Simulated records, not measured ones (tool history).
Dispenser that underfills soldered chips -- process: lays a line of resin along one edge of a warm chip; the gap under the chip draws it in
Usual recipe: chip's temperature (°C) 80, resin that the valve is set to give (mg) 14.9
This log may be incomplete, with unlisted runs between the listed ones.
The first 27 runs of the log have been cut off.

run	day	chip's temperature (°C)	resin that the valve is set to give (mg)	time until the resin shows at the far edge (s)	resin that the valve gave (mg)
# day 8.196: new syringe of resin
28	8.254	91	17.5	31.1	17.16
# day 8.554: new syringe of resin
29	8.675	91	17.5	32.1	16.97
# day 8.912: new syringe of resin
30	8.933	87	13.4	35.3	13.05
# day 9.279: new syringe of resin
31	9.288	87	13.4	35.6	13.14
32	9.5	87	13.4	46.4	13.04
# day 9.658: new syringe of resin
33	9.742	68	16.8	82	16.12
34	9.962	93	13.7	39.7	13.26
# day 10.029: new syringe of resin
35	10.208	90	16.6	36.2	15.86

Each row is a separate what-if for the run after 35, all from the same tool condition, not one after another. Results?
# day 10.392: new syringe of resin
A	10.567	74	18.8	?	?
# day 10.392: new syringe of resin
B	10.567	90	18.8	?	?
# day 10.392: new syringe of resin
C	10.567	77	16.2	?	?
# day 10.392: new syringe of resin
D	10.567	78	17.1	?	?

run	time until the resin shows at the far edge (s)	resin that the valve gave (mg)
A	71.3	17.89
B	37.1	18
C	63.7	15.27
D	61	16.47
With no hidden state in the tool, these same runs would have given:
run	time until the resin shows at the far edge (s)	resin that the valve gave (mg)
A	62.7	18.73
B	32.3	18.84
C	55.7	15.98
D	53.4	17.24
